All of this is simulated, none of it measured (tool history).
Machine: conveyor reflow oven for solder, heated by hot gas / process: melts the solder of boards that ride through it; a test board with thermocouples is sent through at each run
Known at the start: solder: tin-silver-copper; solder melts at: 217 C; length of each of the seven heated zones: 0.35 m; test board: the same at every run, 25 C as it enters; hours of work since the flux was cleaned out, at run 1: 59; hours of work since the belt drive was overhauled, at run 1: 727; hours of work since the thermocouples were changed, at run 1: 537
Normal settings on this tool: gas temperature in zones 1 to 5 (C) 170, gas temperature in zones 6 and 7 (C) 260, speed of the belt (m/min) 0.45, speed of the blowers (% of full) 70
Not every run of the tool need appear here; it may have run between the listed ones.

run,hour,gas temperature in zones 1 to 5 (C),gas temperature in zones 6 and 7 (C),speed of the belt (m/min),speed of the blowers (% of full),hours of work since the flux was cleaned out,hours of work since the belt drive was overhauled,hours of work since the thermocouples were changed,highest temperature of the board (C),time above the solder's melting point (s)
1,0,170,260,0.45,70,59,727,537,245,61.3
2,55.7,170,260,0.45,70,90,758,567,244.5,61.4
3,90,170,260,0.45,70,109,777,586,244.5,61.6
# hour 102.6: thermocouples of zones 6 and 7 changed
4,142.5,170,266,0.45,70,137,805,22,250.1,66.3
5,187.3,165,266,0.45,70,161,829,47,248.4,63.8
6,235.1,165,266,0.45,70,188,856,73,249.8,63.8
# hour 280.7: flux residue cleaned out of gas plates and filters
7,292.9,165,266,0.45,70,7,885,102,248.7,63.4
8,331.6,165,266,0.45,70,28,906,123,249.8,64.6
9,376.5,165,266,0.45,54,53,931,148,245.9,59.6
10,417.2,170,260,0.45,70,75,953,170,244.8,60.8
11,454.6,170,260,0.45,70,96,974,191,244.8,61.2
12,508.4,170,260,0.45,76,125,1003,221,245.5,62.6
# hour 543.5: belt drive overhauled, speed set with a stopwatch
13,547.3,170,260,0.45,70,144,2,240,244.8,60.6
14,582.5,170,260,0.515,70,164,21,259,240.8,46.8
15,628,170,260,0.515,70,189,46,284,240.1,46.6
# hour 670: flux residue cleaned out of gas plates and filters
16,677,170,260,0.515,56,4,71,308,237,42.8
17,702.9,170,264,0.45,70,18,85,323,248.4,64.6
18,749.6,173,255,0.45,70,44,111,348,241.3,58.7
19,782.8,184,251,0.403,64,62,129,367,241,73.4
20,835.5,184,251,0.403,64,91,158,396,241.3,73.2
21,889.4,170,254,0.406,62,121,188,425,240.8,64.4
22,940.4,162,254,0.406,85,149,216,453,242.8,64.6
23,965.2,162,254,0.406,85,162,229,467,242.8,64.5
24,1008.1,179,261,0.485,51,186,253,491,241.6,54.3
# hour 1055.5: flux residue cleaned out of gas plates and filters
25,1055.5,170,260,0.42,50,0,276,514,243,63.5
26,1090.5,170,260,0.401,70,19,296,533,248.3,74.1
27,1116.5,170,260,0.401,70,34,310,547,247.8,73.4
28,1147.4,170,260,0.401,70,51,327,564,248.3,74.3
# hour 1198: thermocouples of zones 6 and 7 changed
29,1206.1,157,263,0.451,68,82,358,4,245,55.2
30,1256.4,157,263,0.451,68,109,386,32,244.4,55.6

Each row is a separate what-if for the run after 30, all from the same tool condition, not one after another. Results?
A,1280.9,170,269,0.45,70,123,399,46,?,?
B,1280.9,157,263,0.394,86,123,399,46,?,?
C,1280.9,182,263,0.451,63,123,399,46,?,?
D,1280.9,170,262,0.45,77,123,399,46,?,?

run,highest temperature of the board (C),time above the solder's melting point (s)
A,253,69.2
B,252,73.8
C,248.7,69.7
D,247.4,63.5
Stripped of hidden state, with their random variation kept, the same runs would have yielded:
run,highest temperature of the board (C),time above the solder's melting point (s)
A,253.1,69.2
B,252.1,73.8
C,248.7,69.7
D,247.5,63.6

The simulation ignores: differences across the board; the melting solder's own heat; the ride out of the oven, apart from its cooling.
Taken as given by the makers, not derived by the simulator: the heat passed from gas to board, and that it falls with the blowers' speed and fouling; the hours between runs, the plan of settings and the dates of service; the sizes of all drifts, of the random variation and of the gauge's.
